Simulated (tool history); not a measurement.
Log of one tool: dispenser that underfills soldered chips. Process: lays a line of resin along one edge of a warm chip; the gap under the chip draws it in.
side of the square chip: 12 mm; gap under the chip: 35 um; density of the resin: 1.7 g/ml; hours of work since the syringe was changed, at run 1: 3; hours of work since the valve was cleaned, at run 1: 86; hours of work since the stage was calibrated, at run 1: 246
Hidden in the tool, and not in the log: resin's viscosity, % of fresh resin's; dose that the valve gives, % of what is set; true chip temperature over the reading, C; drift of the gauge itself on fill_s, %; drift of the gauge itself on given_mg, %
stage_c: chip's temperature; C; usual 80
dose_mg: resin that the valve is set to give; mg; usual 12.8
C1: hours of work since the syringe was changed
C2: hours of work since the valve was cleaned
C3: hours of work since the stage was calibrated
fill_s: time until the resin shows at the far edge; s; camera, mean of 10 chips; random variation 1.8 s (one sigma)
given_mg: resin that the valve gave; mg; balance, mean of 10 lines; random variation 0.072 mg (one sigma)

run 1 hour=0 | stage_c=80 dose_mg=12.8 | C1=3 C2=86 C3=246 | fill_s=208.8 given_mg=12.07
-- hour=8.2 new syringe of resin
run 2 hour=9 | stage_c=80 dose_mg=12.8 | C1=1 C2=92 C3=252 | fill_s=189.8 given_mg=12.01
run 3 hour=13.8 | stage_c=80 dose_mg=12.8 | C1=4 C2=95 C3=255 | fill_s=219.2 given_mg=12.08
-- hour=20.1 new syringe of resin
run 4 hour=22 | stage_c=85 dose_mg=12.8 | C1=1 C2=101 C3=261 | fill_s=170.4 given_mg=11.99
run 5 hour=25.9 | stage_c=85 dose_mg=12.8 | C1=4 C2=103 C3=264 | fill_s=187.4 given_mg=11.83
-- hour=31.6 new syringe of resin
run 6 hour=31.6 | stage_c=80 dose_mg=12.8 | C1=0 C2=107 C3=268 | fill_s=186.2 given_mg=11.73
run 7 hour=35.5 | stage_c=80 dose_mg=12.8 | C1=3 C2=110 C3=270 | fill_s=213.1 given_mg=11.85
run 8 hour=40.3 | stage_c=67 dose_mg=12.8 | C1=6 C2=113 C3=274 | fill_s=388.9 given_mg=11.8
-- hour=43.1 new syringe of resin
run 9 hour=48.5 | stage_c=67 dose_mg=12.8 | C1=4 C2=119 C3=279 | fill_s=351.7 given_mg=11.77
-- hour=53.6 dispensing valve cleaned and set on the balance
run 10 hour=55 | stage_c=67 dose_mg=12.8 | C1=8 C2=1 C3=283 | fill_s=404.5 given_mg=12.87
-- hour=55.7 new syringe of resin
run 11 hour=59.3 | stage_c=67 dose_mg=12.8 | C1=3 C2=4 C3=286 | fill_s=336.2 given_mg=12.78
-- hour=67.3 new syringe of resin
run 12 hour=67.5 | stage_c=67 dose_mg=12.8 | C1=0 C2=9 C3=292 | fill_s=297.2 given_mg=12.66
run 13 hour=74.3 | stage_c=77 dose_mg=15.1 | C1=5 C2=14 C3=296 | fill_s=243.2 given_mg=14.91
-- hour=79 new syringe of resin
run 14 hour=83.1 | stage_c=77 dose_mg=15.1 | C1=3 C2=20 C3=302 | fill_s=230.4 given_mg=14.81
-- hour=90.8 new syringe of resin
run 15 hour=92 | stage_c=77 dose_mg=11.4 | C1=1 C2=26 C3=308 | fill_s=220.8 given_mg=11.31
run 16 hour=96.4 | stage_c=86 dose_mg=13.9 | C1=4 C2=29 C3=312 | fill_s=176.4 given_mg=13.54
-- hour=102.6 new syringe of resin
run 17 hour=102.9 | stage_c=86 dose_mg=12.8 | C1=0 C2=34 C3=316 | fill_s=156.8 given_mg=12.57
run 18 hour=108.6 | stage_c=72 dose_mg=13.9 | C1=4 C2=38 C3=320 | fill_s=289.6 given_mg=13.61
-- hour=114.3 new syringe of resin
run 19 hour=115.7 | stage_c=83 dose_mg=12.8 | C1=1 C2=43 C3=325 | fill_s=172.1 given_mg=12.37
run 20 hour=120.9 | stage_c=73 dose_mg=12.2 | C1=5 C2=46 C3=328 | fill_s=290.1 given_mg=11.85

The same runs without the tool's hidden state, with the same run-to-run variation:
run=1 fill_s=181 given_mg=12.83
run=2 fill_s=179.3 given_mg=12.84
run=3 fill_s=180.2 given_mg=12.93
run=4 fill_s=156.4 given_mg=12.9
run=5 fill_s=153.3 given_mg=12.76
run=6 fill_s=177.9 given_mg=12.69
run=7 fill_s=182 given_mg=12.84
run=8 fill_s=288.5 given_mg=12.82
run=9 fill_s=288.1 given_mg=12.83
run=10 fill_s=287.8 given_mg=12.88
run=11 fill_s=288.7 given_mg=12.81
run=12 fill_s=285 given_mg=12.74
run=13 fill_s=192.5 given_mg=15.06
run=14 fill_s=197.3 given_mg=15.02
run=15 fill_s=207.9 given_mg=11.52
run=16 fill_s=147 given_mg=13.82
run=17 fill_s=151.4 given_mg=12.87
run=18 fill_s=237 given_mg=13.98
run=19 fill_s=163 given_mg=12.74
run=20 fill_s=236.1 given_mg=12.24
